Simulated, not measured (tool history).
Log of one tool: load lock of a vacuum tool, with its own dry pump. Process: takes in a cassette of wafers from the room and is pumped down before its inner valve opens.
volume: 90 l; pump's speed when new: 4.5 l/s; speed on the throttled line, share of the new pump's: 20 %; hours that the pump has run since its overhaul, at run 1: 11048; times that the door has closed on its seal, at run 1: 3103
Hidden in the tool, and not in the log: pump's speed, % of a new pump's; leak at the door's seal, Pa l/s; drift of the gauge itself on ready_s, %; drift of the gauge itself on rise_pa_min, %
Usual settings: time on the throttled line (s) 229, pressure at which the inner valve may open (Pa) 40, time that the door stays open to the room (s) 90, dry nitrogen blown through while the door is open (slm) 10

run,hour,time on the throttled line (s),pressure at which the inner valve may open (Pa),time that the door stays open to the room (s),dry nitrogen blown through while the door is open (slm),hours that the pump has run since its overhaul,times that the door has closed on its seal,"incoming humidity of the room's air, %",time from the closed door until the inner valve may open (s),rise of the pressure with all valves shut (Pa/min)
1,0,229,40,90,10,11048,3103,41.6,348.8,0.058
2,62.8,229,40,72,10,11111,3172,42.9,348,0.042
3,128.2,229,40,90,10,11176,3245,45.4,349,0.06
4,225.5,229,40,90,10,11274,3352,46.1,347.1,0.063
5,351.5,229,40,90,10,11400,3492,41.8,350.7,0.058
6,445.2,229,40,161,10,11493,3596,45.9,349.1,0.092
7,522.7,229,40,161,10,11571,3682,47.2,348.8,0.097
8,637.1,229,40,90,10,11685,3808,43.2,350,0.059
9,715.4,229,40,90,10,11763,3895,44.6,348.9,0.061
10,809.2,229,40,90,10,11857,3999,44.6,349.9,0.07
11,898.6,229,40,90,10,11947,4098,44.5,350.6,0.066
12,981.3,229,65,90,10,12029,4190,44.9,337.7,0.064
13,1076.6,229,65,90,10,12125,4295,45.3,338.7,0.063
14,1192.9,229,65,90,10,12241,4424,43,339.4,0.063
15,1259.7,229,40,90,10,12308,4498,43.8,350.3,0.058
16,1335.6,229,40,90,10,12384,4582,46.9,350,0.069
17,1448.3,229,40,90,10,12496,4707,47.9,350.2,0.067
18,1575.2,229,40,90,10,12623,4847,42.9,351.7,0.061
19,1630.1,229,40,90,10,12678,4908,44.7,349.3,0.071
20,1700.3,253,40,77,10,12748,4986,42.4,369.5,0.055
21,1799.3,229,40,90,35,12847,5095,44.5,349.5,0.041
22,1886.1,229,40,175,41,12934,5192,47,348.9,0.058
23,1941,457,52,172,9,12989,5252,43,523.7,0.103
24,2055,115,67,172,9,13103,5379,42.9,250.3,0.106
25,2113.7,306,45,226,11,13162,5444,45.5,408.1,0.121
26,2188.2,285,40,76,10,13236,5526,44.8,394.3,0.061
27,2282.7,145,40,90,13,13331,5631,45.5,283.8,0.068
28,2392.3,145,43,90,37,13440,5752,46.2,284.3,0.041
29,2480.1,145,52,177,37,13528,5849,43.8,278.8,0.058
30,2594.9,229,70,33,10,13643,5977,42.7,336.2,0.043
31,2666.7,311,40,76,28,13715,6056,44.9,412.7,0.044
32,2756.3,244,40,90,4,13804,6155,42.4,363.9,0.083
33,2847.5,229,40,149,10,13896,6256,46.2,350,0.099
34,2942,229,33,83,34,13990,6361,44.9,353.1,0.045
35,3048.5,134,40,87,14,14096,6479,46,276.5,0.063
36,3153.5,199,58,42,30,14202,6595,43.8,319.9,0.036
37,3212.7,229,40,25,10,14261,6661,45.7,352.3,0.039
38,3307.5,170,30,25,10,14356,6766,46.6,313,0.04

Forecast each of these 3 alternatives for the next run:
A,3363.1,229,36,90,10,14411,6828,46.6,?,?
B,3363.1,170,62,25,10,14411,6828,43.7,?,?
C,3363.1,170,30,25,24,14411,6828,45.3,?,?

run,time from the closed door until the inner valve may open (s),rise of the pressure with all valves shut (Pa/min)
A,354,0.074
B,295.9,0.042
C,311.7,0.03
Without the tool's hidden state the same runs would have given:
run,time from the closed door until the inner valve may open (s),rise of the pressure with all valves shut (Pa/min)
A,341.9,0.054
B,283.7,0.023
C,297.9,0.011

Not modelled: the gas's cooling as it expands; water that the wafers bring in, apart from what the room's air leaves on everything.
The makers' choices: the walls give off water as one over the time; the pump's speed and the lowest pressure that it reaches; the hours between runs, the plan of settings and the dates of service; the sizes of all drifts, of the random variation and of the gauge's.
